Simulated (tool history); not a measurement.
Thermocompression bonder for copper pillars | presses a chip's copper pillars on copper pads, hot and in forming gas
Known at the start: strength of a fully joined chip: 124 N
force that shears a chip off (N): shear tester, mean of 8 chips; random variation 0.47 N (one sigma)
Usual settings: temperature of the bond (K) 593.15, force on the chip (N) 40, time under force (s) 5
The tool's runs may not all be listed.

run,day,temperature of the bond (K),force on the chip (N),time under force (s),force that shears a chip off (N)
1,0,593.15,40,5,87.2
2,0.396,593.15,40,5,86.9
3,1.092,593.15,40,5,87.1
4,1.45,593.15,40,5,87.3
5,1.833,593.15,40,5,87.7
6,2.433,593.15,40,5,87.9
7,3.092,593.15,40,5,87.9
# day 3.596: forming gas filter changed
8,3.725,593.15,51,5,101.8
9,4.262,593.15,51,5,101
10,4.683,593.15,51,5,101.6
11,5.458,593.15,40,5,89
12,6.133,617.15,40,5,104.4
13,6.629,617.15,40,5,105.6
14,7.017,593.15,40,5,88.4
15,7.588,593.15,40,5,88.5
16,8.296,593.15,40,5,88.8
17,8.671,593.15,40,5,88.7
18,9.2,593.15,40,5,88.6
19,9.554,596.15,24,7,67.8

Forecast run 20:
20,10.067,590.15,40,9,?

{"run 20": {"force that shears a chip off (N)": 99.1}}
Without the tool's hidden state the same run would have given force that shears a chip off (N) 97.2.
